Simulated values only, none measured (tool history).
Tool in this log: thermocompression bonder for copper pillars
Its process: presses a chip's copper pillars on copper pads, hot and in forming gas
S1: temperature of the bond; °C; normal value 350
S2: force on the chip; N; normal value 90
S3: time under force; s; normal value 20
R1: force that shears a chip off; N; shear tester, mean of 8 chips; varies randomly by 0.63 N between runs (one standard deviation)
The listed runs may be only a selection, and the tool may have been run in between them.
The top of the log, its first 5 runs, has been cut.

Run 6, hour 76.1: usual settings but S3 32 s. Result: R1 78.0 N.
Run 7, hour 88.0: usual settings but S3 32 s. Result: R1 77.6 N.
Run 8, hour 104.7: usual settings but S3 32 s. Result: R1 77.5 N.
Run 9, hour 124.6: usual settings but S3 32 s. Result: R1 77.2 N.
Run 10, hour 134.9: usual settings but S3 32 s. Result: R1 76.2 N.
Run 11, hour 152.7: usual settings but S3 32 s. Result: R1 77.8 N.
Run 12, hour 168.4: usual settings but S3 32 s. Result: R1 76.7 N.
At hour 173.5: forming gas filter changed.
Run 13, hour 181.5: usual settings but S2 96 N. Result: R1 72.7 N.
Run 14, hour 194.7: usual settings but S2 96 N. Result: R1 73.5 N.
Run 15, hour 212.6: usual settings but S2 96 N. Result: R1 72.9 N.
Run 16, hour 233.3: usual settings but S2 96 N. Result: R1 73.9 N.
At hour 237.2: heater calibrated with a thermocouple chip.
Run 17, hour 255.1: usual settings but S2 96 N. Result: R1 72.4 N.
Run 18, hour 266.7: usual settings but S2 96 N. Result: R1 73.0 N.
Run 19, hour 284.8: usual settings but S2 96 N. Result: R1 72.8 N.
Run 20, hour 303.5: usual settings but S3 29 s. Result: R1 77.0 N.
Run 21, hour 318.8: usual settings but S3 29 s. Result: R1 79.1 N.
At hour 334.2: heater calibrated with a thermocouple chip, once more.
Run 22, hour 339.7: usual settings but S3 29 s. Result: R1 78.1 N.

The next listed run, before its measurement:
Run 23, hour 354.4: usual settings but S1 359 °C, S2 84 N, S3 14 s. Result: R1 ?.

R1: 64.6 N
If the tool had no hidden condition, the same run with the same run-to-run variation would have returned R1 66.3 N.
